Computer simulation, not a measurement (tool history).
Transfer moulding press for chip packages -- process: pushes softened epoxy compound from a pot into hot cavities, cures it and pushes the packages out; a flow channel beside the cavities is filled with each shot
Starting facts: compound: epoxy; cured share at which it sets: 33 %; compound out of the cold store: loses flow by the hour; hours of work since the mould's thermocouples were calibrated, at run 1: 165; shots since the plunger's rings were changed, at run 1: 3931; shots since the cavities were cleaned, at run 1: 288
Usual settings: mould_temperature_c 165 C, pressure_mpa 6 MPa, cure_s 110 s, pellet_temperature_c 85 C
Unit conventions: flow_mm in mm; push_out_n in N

| run | hour | mould_temperature_c | pressure_mpa | cure_s | pellet_temperature_c | hours of work since the mould's thermocouples were calibrated | shots since the plunger's rings were changed | shots since the cavities were cleaned | incoming compound's hours out of the cold store | flow_mm | push_out_n |
|---|---|---|---|---|---|---|---|---|---|---|---|
| 1 | 0 | 165 | 6 | 110 | 85 | 165 | 3931 | 288 | 9.1 | 997 | 271 |
| 2 | 13.8 | 165 | 6 | 121 | 85 | 172 | 4044 | 401 | 25.3 | 913 | 244 |
| 3 | 27.8 | 165 | 6 | 121 | 85 | 179 | 4159 | 516 | 35.4 | 874 | 253 |
| 4 | 42.6 | 161 | 6 | 121 | 85 | 187 | 4279 | 636 | 40.9 | 874 | 279 |
| 5 | 61.2 | 161 | 6 | 121 | 85 | 196 | 4432 | 789 | 29.4 | 905 | 292 |
| 6 | 77.2 | 161 | 6 | 121 | 85 | 204 | 4563 | 920 | 44.6 | 844 | 281 |
| 7 | 93.2 | 165 | 6 | 110 | 85 | 212 | 4694 | 1051 | 41.6 | 832 | 248 |
|  | 98.5 | cavities cleaned with cleaning compound and waxed |
| 8 | 104 | 165 | 6 | 110 | 85 | 217 | 4770 | 45 | 31 | 889 | 265 |
| 9 | 111.9 | 165 | 6 | 110 | 85 | 221 | 4834 | 109 | 14.2 | 964 | 262 |
| 10 | 128.2 | 165 | 6 | 110 | 85 | 229 | 4968 | 243 | 40.2 | 854 | 252 |
| 11 | 145.2 | 165 | 4.94 | 110 | 85 | 237 | 5107 | 382 | 13.3 | 891 | 268 |
| 12 | 163.1 | 165 | 4.94 | 110 | 85 | 246 | 5253 | 528 | 37.6 | 778 | 257 |
| 13 | 172.4 | 165 | 4.94 | 110 | 85 | 251 | 5329 | 604 | 18.3 | 864 | 276 |
| 14 | 189.1 | 165 | 4.94 | 110 | 85 | 259 | 5466 | 741 | 8.8 | 926 | 269 |
|  | 197 | plunger's sealing rings changed |
| 15 | 205.1 | 165 | 6 | 110 | 85 | 266 | 67 | 852 | 13.9 | 969 | 273 |
| 16 | 219.5 | 168 | 6.14 | 110 | 85 | 273 | 185 | 970 | 22.4 | 940 | 248 |
| 17 | 232.6 | 168 | 5.26 | 123 | 87 | 280 | 291 | 1076 | 42 | 785 | 222 |
|  | 235.7 | cavities cleaned with cleaning compound and waxed |
| 18 | 242.3 | 163 | 6.01 | 112 | 91 | 284 | 358 | 53 | 8.2 | 1018 | 281 |
| 19 | 250.1 | 163 | 6.01 | 112 | 91 | 288 | 423 | 118 | 42.4 | 849 | 270 |
| 20 | 260.5 | 163 | 6.01 | 112 | 91 | 293 | 508 | 203 | 45.1 | 826 | 273 |
| 21 | 278.1 | 167 | 4.97 | 124 | 82 | 302 | 651 | 346 | 19.1 | 853 | 224 |
| 22 | 290.7 | 167 | 4.97 | 124 | 82 | 308 | 755 | 450 | 38.3 | 772 | 225 |
| 23 | 305.2 | 167 | 4.97 | 124 | 82 | 316 | 873 | 568 | 42.1 | 762 | 223 |
| 24 | 316.3 | 159 | 6.67 | 124 | 85 | 321 | 964 | 659 | 22.3 | 1009 | 311 |
| 25 | 325.1 | 160 | 5.75 | 103 | 82 | 326 | 1036 | 731 | 9.5 | 1007 | 448 |
| 26 | 340.8 | 160 | 5.75 | 103 | 82 | 334 | 1165 | 860 | 27 | 905 | 410 |
| 27 | 348.6 | 160 | 5.75 | 103 | 82 | 337 | 1228 | 923 | 29.4 | 915 | 428 |
| 28 | 365.8 | 164 | 6.25 | 106 | 85 | 346 | 1369 | 1064 | 40.6 | 873 | 292 |
|  | 368.9 | cavities cleaned with cleaning compound and waxed |
| 29 | 380.2 | 157 | 6 | 117 | 85 | 353 | 1475 | 93 | 37.3 | 913 | 396 |

Predict each of these 3 candidate next runs independently; none follows another, all start after run 29:
| A | 398.4 | 172 | 6 | 101 | 85 | 362 | 1624 | 242 | 35.5 | ? | ? |
| B | 398.4 | 170 | 5.95 | 110 | 91 | 362 | 1624 | 242 | 21.6 | ? | ? |
| C | 398.4 | 165 | 6 | 111 | 85 | 362 | 1624 | 242 | 16.1 | ? | ? |

| run | flow_mm | push_out_n |
|---|---|---|
| A | 850 | 227 |
| B | 904 | 225 |
| C | 959 | 254 |
With no hidden state in the tool, these same runs would have given:
| run | flow_mm | push_out_n |
|---|---|---|
| A | 850 | 226 |
| B | 905 | 224 |
| C | 959 | 252 |

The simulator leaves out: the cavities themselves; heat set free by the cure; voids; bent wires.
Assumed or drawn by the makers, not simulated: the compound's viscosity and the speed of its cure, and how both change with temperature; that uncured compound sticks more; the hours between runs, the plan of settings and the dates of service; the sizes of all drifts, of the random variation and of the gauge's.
